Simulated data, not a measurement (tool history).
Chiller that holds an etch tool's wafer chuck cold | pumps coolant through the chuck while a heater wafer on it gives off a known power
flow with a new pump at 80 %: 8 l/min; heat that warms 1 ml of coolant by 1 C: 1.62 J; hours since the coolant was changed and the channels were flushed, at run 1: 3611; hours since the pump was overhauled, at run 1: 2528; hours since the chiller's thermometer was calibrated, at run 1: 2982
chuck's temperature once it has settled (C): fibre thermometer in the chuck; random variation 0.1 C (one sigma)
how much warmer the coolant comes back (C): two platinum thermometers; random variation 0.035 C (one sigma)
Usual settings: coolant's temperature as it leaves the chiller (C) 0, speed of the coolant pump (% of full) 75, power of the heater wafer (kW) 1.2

run	hour	coolant's temperature as it leaves the chiller (C)	speed of the coolant pump (% of full)	power of the heater wafer (kW)	hours since the coolant was changed and the channels were flushed	hours since the pump was overhauled	hours since the chiller's thermometer was calibrated	chuck's temperature once it has settled (C)	how much warmer the coolant comes back (C)
1	0	0	75	1.2	3611	2528	2982	12.1	5.95
2	65	0	75	1.2	3676	2593	3047	11.9	6.01
3	165.4	0	75	1.2	3776	2694	3147	11.9	6
# hour 180: chiller's thermometer calibrated
4	248.8	0	75	1.2	3859	2776	69	12	6
5	347.7	0	75	1.49	3958	2875	168	15	7.46
6	449	9	82	1.087	4059	2976	269	19	4.86
7	545.6	9	82	1.087	4156	3073	366	19.1	4.89
8	654.3	9	82	1.087	4264	3182	474	18.9	4.87
9	723.2	0	75	1.204	4333	3251	543	12	6.01
10	815	-9	75	1.2	4425	3342	635	3	5.95

How the hidden state differs across the entries between the runs, from the last listed run before each to the first after it:
Between runs 3 and 4: chiller's thermometer calibrated (hour 180)
  no hidden state differs between the two runs
